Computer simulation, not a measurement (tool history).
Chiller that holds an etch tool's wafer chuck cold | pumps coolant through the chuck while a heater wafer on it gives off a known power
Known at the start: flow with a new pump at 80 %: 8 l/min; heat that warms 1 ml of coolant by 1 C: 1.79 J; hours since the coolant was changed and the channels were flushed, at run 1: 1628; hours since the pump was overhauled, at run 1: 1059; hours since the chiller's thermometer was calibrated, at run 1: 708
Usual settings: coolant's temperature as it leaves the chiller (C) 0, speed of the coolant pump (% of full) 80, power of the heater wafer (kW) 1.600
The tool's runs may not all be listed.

run	hour	coolant's temperature as it leaves the chiller (C)	speed of the coolant pump (% of full)	power of the heater wafer (kW)	hours since the coolant was changed and the channels were flushed	hours since the pump was overhauled	hours since the chiller's thermometer was calibrated	chuck's temperature once it has settled (C)	how much warmer the coolant comes back (C)
1	0.0	0	80	1.600	1628	1059	708	14.7	6.80
2	71.6	0	80	1.600	1699	1130	780	14.5	6.76
3	105.1	8	80	1.600	1733	1164	813	22.8	6.84
4	173.7	0	80	1.600	1801	1232	882	14.6	6.77
5	224.8	6	80	1.600	1852	1284	933	20.7	6.84
6	287.6	6	80	1.600	1915	1346	996	20.6	6.87
7	342.6	6	80	1.600	1970	1401	1051	20.7	6.83
8	404.2	0	86	1.600	2032	1463	1112	14.2	6.38
9	461.6	0	80	1.131	2089	1520	1170	10.5	4.80
10	531.2	0	80	1.131	2159	1590	1239	10.4	4.91
11	595.3	0	80	1.600	2223	1654	1303	14.7	6.89
12	662.7	0	88	1.600	2290	1721	1371	13.9	6.26
13	729.1	0	88	1.600	2357	1788	1437	14.0	6.22
14	801.0	0	88	1.600	2429	1860	1509	14.0	6.33
15	858.5	0	80	2.166	2486	1917	1567	20.3	9.43
16	936.3	0	80	2.166	2564	1995	1644	20.3	9.37
17	984.3	0	80	2.166	2612	2043	1693	20.4	9.34
# hour 996.4: coolant pump overhauled
18	1033.7	3	83	2.166	2656	37	1737	22.9	9.12
19	1081.2	-8	94	1.600	2704	85	1784	5.7	6.03
20	1139.3	-8	94	1.600	2762	143	1843	5.7	6.00
21	1220.3	-8	96	1.985	2843	224	1923	8.6	7.28
22	1263.5	-4	80	1.533	2886	267	1967	10.6	6.72
23	1330.6	-4	80	2.228	2953	334	2034	17.2	9.82
24	1390.4	0	88	1.773	3013	394	2094	15.9	7.12
# hour 1408.9: coolant pump overhauled, once more
25	1468.9	-8	84	1.600	3087	60	2167	6.3	6.44
26	1531.8	-4	80	2.166	3150	123	2230	16.1	9.13
27	1565.0	1	61	1.921	3183	156	2263	22.0	10.54
28	1641.0	-7	68	1.060	3259	232	2339	3.8	5.25
29	1718.9	-7	68	1.060	3337	310	2417	3.7	5.27

Forecast each of these 3 alternatives for the next run:
A	1778.7	8	80	1.600	3396	370	2477	?	?
B	1778.7	5	80	1.600	3396	370	2477	?	?
C	1778.7	-6	80	1.600	3396	370	2477	?	?

run	chuck's temperature once it has settled (C)	how much warmer the coolant comes back (C)
A	22.9	6.76
B	19.9	6.74
C	9.0	6.80
Without the tool's hidden state the same runs would have given:
run	chuck's temperature once it has settled (C)	how much warmer the coolant comes back (C)
A	21.9	6.69
B	18.9	6.67
C	8.0	6.73
